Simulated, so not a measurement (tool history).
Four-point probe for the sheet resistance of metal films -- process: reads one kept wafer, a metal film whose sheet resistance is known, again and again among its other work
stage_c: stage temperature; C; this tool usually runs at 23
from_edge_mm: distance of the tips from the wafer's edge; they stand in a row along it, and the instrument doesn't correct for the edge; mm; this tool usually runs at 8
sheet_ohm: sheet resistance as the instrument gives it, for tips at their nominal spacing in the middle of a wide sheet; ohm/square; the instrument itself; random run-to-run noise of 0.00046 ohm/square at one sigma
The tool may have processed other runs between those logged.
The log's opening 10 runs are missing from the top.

run 11 day=11.629 | stage_c=23 from_edge_mm=8 | sheet_ohm=2.309062
run 12 day=12.354 | stage_c=23 from_edge_mm=8 | sheet_ohm=2.309102
run 13 day=13.017 | stage_c=23 from_edge_mm=8 | sheet_ohm=2.309011
run 14 day=13.838 | stage_c=23 from_edge_mm=8 | sheet_ohm=2.308767
run 15 day=15.238 | stage_c=32 from_edge_mm=8 | sheet_ohm=2.315822
run 16 day=16.554 | stage_c=23 from_edge_mm=8 | sheet_ohm=2.308396
run 17 day=17.85 | stage_c=23 from_edge_mm=15 | sheet_ohm=2.294438
run 18 day=18.725 | stage_c=23 from_edge_mm=5 | sheet_ohm=2.337751
run 19 day=20.283 | stage_c=23 from_edge_mm=7 | sheet_ohm=2.312913
run 20 day=21.283 | stage_c=23 from_edge_mm=8 | sheet_ohm=2.307268
run 21 day=22.792 | stage_c=23 from_edge_mm=8 | sheet_ohm=2.307749
run 22 day=24.175 | stage_c=23 from_edge_mm=4 | sheet_ohm=2.362585
run 23 day=25.546 | stage_c=23 from_edge_mm=4 | sheet_ohm=2.362063
-- day=26.238 new probe head fitted
run 24 day=26.512 | stage_c=23 from_edge_mm=59 | sheet_ohm=2.309836
run 25 day=28.025 | stage_c=23 from_edge_mm=12 | sheet_ohm=2.317932
run 26 day=29.129 | stage_c=33 from_edge_mm=64 | sheet_ohm=2.317717
-- day=29.233 stage's thermometer calibrated
run 27 day=29.85 | stage_c=33 from_edge_mm=64 | sheet_ohm=2.316856
run 28 day=30.633 | stage_c=27 from_edge_mm=19 | sheet_ohm=2.314894
-- day=31.992 stage's thermometer calibrated, once more
run 29 day=32.025 | stage_c=27 from_edge_mm=19 | sheet_ohm=2.31689
run 30 day=32.904 | stage_c=18 from_edge_mm=4 | sheet_ohm=2.379877
run 31 day=33.996 | stage_c=22 from_edge_mm=41 | sheet_ohm=2.309887

What will run 32 give?
run 32 day=35.562 | stage_c=22 from_edge_mm=41 | sheet_ohm=?

{"run 32": {"sheet_ohm": 2.309143}}
Had the tool carried no hidden state, the very same run would have given sheet_ohm 2.30073 ohm/square.
